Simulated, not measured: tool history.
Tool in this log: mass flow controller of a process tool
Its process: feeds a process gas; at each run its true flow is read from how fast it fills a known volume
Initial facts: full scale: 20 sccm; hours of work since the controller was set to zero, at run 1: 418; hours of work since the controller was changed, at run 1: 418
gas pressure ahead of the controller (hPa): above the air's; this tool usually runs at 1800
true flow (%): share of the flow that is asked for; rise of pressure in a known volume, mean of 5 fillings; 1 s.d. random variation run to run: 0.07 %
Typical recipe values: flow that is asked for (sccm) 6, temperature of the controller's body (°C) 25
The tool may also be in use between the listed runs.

run,hour,flow that is asked for (sccm),gas pressure ahead of the controller (hPa),temperature of the controller's body (°C),hours of work since the controller was set to zero,hours of work since the controller was changed,true flow (%)
1,0.0,6,1800,25,418,418,97.98
2,97.4,6,1800,25,452,452,97.99
3,150.4,6,2340,25,470,470,97.72
4,214.2,6,1800,23,492,492,98.36
5,283.6,6,1800,25,516,516,97.96
6,363.9,6,1800,32,543,543,97.23
7,464.6,6,1800,32,578,578,97.12
8,522.1,6,1800,32,598,598,97.20
9,567.6,6,1800,32,613,613,97.34
10,631.2,6,1800,25,635,635,98.01
11,680.4,6,1800,25,652,652,98.00
12,756.8,6,1800,25,678,678,98.07
13,859.9,6,1800,25,714,714,97.97
14,906.8,6,1800,29,730,730,97.53
15,1004.5,6,1800,29,763,763,97.55
16,1052.8,6,1800,29,780,780,97.53
17,1104.9,6,1800,35,798,798,96.93
18,1178.5,3,1800,25,823,823,97.98
19,1231.7,10,2540,23,842,842,98.30
20,1296.9,6,2150,38,864,864,96.29
21,1382.9,6,2150,38,893,893,96.38
22,1430.4,6,2150,38,910,910,96.46
23,1510.0,6,2150,38,937,937,96.40
24,1564.6,6,2660,25,956,956,97.30
25,1623.1,6,2300,25,976,976,97.56
26,1720.4,3,1800,25,1010,1010,98.04
27,1799.3,2,1680,35,1037,1037,97.19
28,1873.2,2,1680,35,1062,1062,97.36
29,1961.8,14,2150,22,1093,1093,99.23
30,2035.7,8,1570,29,1118,1118,97.91
31,2095.0,15,1590,32,1138,1138,98.57
32,2154.6,3,1800,25,1159,1159,98.06
33,2209.8,3,1420,36,1178,1178,97.14
34,2280.6,5,1800,25,1202,1202,98.07
35,2323.8,2,1800,25,1217,1217,98.35

Some steps in true flow (%), run to run, broken into two amounts with sign: the step expected even without the hidden condition (settings, incoming material, random variation), and the rest, left for the hidden condition together with whatever gauge scatter is not in both the measured and the hidden-condition-free result:
What the log doesn't record here: flow at rest that the sensor doesn't see, % of full scale; true flow over the shown one, %; drift of the gauge itself on true_pct, %.
Run 19 -> 20: flow that is asked for (sccm) 10 -> 6, gas pressure ahead of the controller (hPa) 2540 -> 2150, temperature of the controller's body (°C) 23 -> 38. true flow (%) -2.01: hidden state +0.17, all else -2.18.
Run 28 -> 29: flow that is asked for (sccm) 2 -> 14, gas pressure ahead of the controller (hPa) 1680 -> 2150, temperature of the controller's body (°C) 35 -> 22. true flow (%) +1.87: hidden state -1.28, all else +3.15.
Run 29 -> 30: flow that is asked for (sccm) 14 -> 8, gas pressure ahead of the controller (hPa) 2150 -> 1570, temperature of the controller's body (°C) 22 -> 29. true flow (%) -1.32: hidden state +0.15, all else -1.47.
Run 31 -> 32: flow that is asked for (sccm) 15 -> 3, gas pressure ahead of the controller (hPa) 1590 -> 1800, temperature of the controller's body (°C) 32 -> 25. true flow (%) -0.51: hidden state +0.85, all else -1.36.
Run 34 -> 35: flow that is asked for (sccm) 5 -> 2. true flow (%) +0.28: hidden state +1.00, all else -0.72.
